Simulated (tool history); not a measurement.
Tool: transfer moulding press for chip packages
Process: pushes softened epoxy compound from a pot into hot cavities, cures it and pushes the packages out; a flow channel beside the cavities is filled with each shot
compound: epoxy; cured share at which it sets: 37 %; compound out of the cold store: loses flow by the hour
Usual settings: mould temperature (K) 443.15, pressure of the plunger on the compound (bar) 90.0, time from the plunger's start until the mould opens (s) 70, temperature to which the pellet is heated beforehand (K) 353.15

| run | hour | mould temperature (K) | pressure of the plunger on the compound (bar) | time from the plunger's start until the mould opens (s) | temperature to which the pellet is heated beforehand (K) | incoming compound's hours out of the cold store | length that the compound runs in the flow channel (mm) | greatest force on the pins that push the packages out (N) |
|---|---|---|---|---|---|---|---|---|
| 1 | 0.0 | 443.15 | 90.0 | 70 | 353.15 | 45.0 | 773 | 713 |
| 2 | 11.2 | 443.15 | 90.0 | 70 | 353.15 | 25.9 | 836 | 825 |
| 3 | 31.4 | 443.15 | 90.0 | 70 | 353.15 | 30.6 | 815 | 907 |
|  | 34.5 | cavities cleaned with cleaning compound and waxed |
| 4 | 44.6 | 443.15 | 90.0 | 70 | 353.15 | 35.7 | 797 | 635 |
| 5 | 66.0 | 443.15 | 90.0 | 91 | 353.15 | 35.9 | 788 | 567 |
|  | 83.6 | cavities cleaned with cleaning compound and waxed |
| 6 | 88.6 | 443.15 | 90.0 | 70 | 348.15 | 17.5 | 857 | 632 |
| 7 | 109.6 | 437.15 | 90.0 | 70 | 353.15 | 10.8 | 913 | 1308 |
| 8 | 122.4 | 437.15 | 90.0 | 70 | 353.15 | 8.1 | 921 | 1470 |
|  | 133.7 | cavities cleaned with cleaning compound and waxed |
| 9 | 142.9 | 437.15 | 90.0 | 70 | 353.15 | 46.5 | 750 | 925 |
| 10 | 152.9 | 437.15 | 90.0 | 70 | 353.15 | 47.4 | 749 | 1034 |
| 11 | 174.5 | 443.15 | 90.0 | 70 | 343.15 | 11.3 | 874 | 988 |
|  | 183.2 | cavities cleaned with cleaning compound and waxed |
| 12 | 188.0 | 443.15 | 90.0 | 70 | 343.15 | 18.6 | 849 | 635 |
| 13 | 204.0 | 443.15 | 90.0 | 70 | 353.15 | 30.6 | 789 | 779 |
|  | 216.8 | plunger's sealing rings changed |
| 14 | 227.0 | 443.15 | 90.0 | 70 | 353.15 | 41.8 | 780 | 853 |
|  | 235.2 | cavities cleaned with cleaning compound and waxed |
| 15 | 248.5 | 449.15 | 90.0 | 55 | 359.15 | 12.0 | 881 | 897 |
| 16 | 264.6 | 449.15 | 90.0 | 55 | 359.15 | 9.7 | 881 | 1031 |
| 17 | 275.9 | 449.15 | 90.0 | 89 | 359.15 | 15.9 | 851 | 600 |
|  | 285.1 | cavities cleaned with cleaning compound and waxed |
| 18 | 295.7 | 449.15 | 90.0 | 89 | 359.15 | 36.1 | 768 | 441 |
| 19 | 317.4 | 449.15 | 90.0 | 89 | 359.15 | 34.7 | 772 | 584 |
| 20 | 328.8 | 437.15 | 90.0 | 70 | 353.15 | 8.7 | 924 | 1505 |
|  | 335.2 | cavities cleaned with cleaning compound and waxed |
| 21 | 350.9 | 443.15 | 73.6 | 83 | 353.15 | 9.2 | 801 | 540 |
| 22 | 364.5 | 443.15 | 86.2 | 70 | 358.15 | 35.7 | 761 | 793 |
| 23 | 376.8 | 450.15 | 86.1 | 50 | 357.15 | 39.4 | 723 | 1248 |
|  | 384.2 | cavities cleaned with cleaning compound and waxed |
| 24 | 390.2 | 450.15 | 86.1 | 50 | 357.15 | 15.5 | 817 | 972 |
| 25 | 411.0 | 445.15 | 90.0 | 68 | 353.15 | 12.2 | 855 | 792 |
| 26 | 430.0 | 444.15 | 101.6 | 82 | 349.15 | 45.4 | 771 | 690 |
|  | 433.4 | cavities cleaned with cleaning compound and waxed |
|  | 437.8 | plunger's sealing rings changed |
| 27 | 449.0 | 444.15 | 101.6 | 82 | 349.15 | 41.5 | 821 | 497 |
| 28 | 467.4 | 441.15 | 75.2 | 102 | 360.15 | 39.8 | 711 | 584 |

3 ways to go on from here, each from the tool as it stands after run 28. What would each give?
| A | 477.2 | 441.15 | 75.2 | 102 | 344.15 | 14.4 | ? | ? |
| B | 477.2 | 441.15 | 102.4 | 69 | 344.15 | 35.8 | ? | ? |
| C | 477.2 | 443.15 | 81.5 | 70 | 355.15 | 26.2 | ? | ? |

| run | length that the compound runs in the flow channel (mm) | greatest force on the pins that push the packages out (N) |
|---|---|---|
| A | 811 | 606 |
| B | 849 | 1018 |
| C | 787 | 861 |
Without the tool's hidden state the same runs would have given:
| run | length that the compound runs in the flow channel (mm) | greatest force on the pins that push the packages out (N) |
|---|---|---|
| A | 825 | 361 |
| B | 863 | 653 |
| C | 800 | 545 |
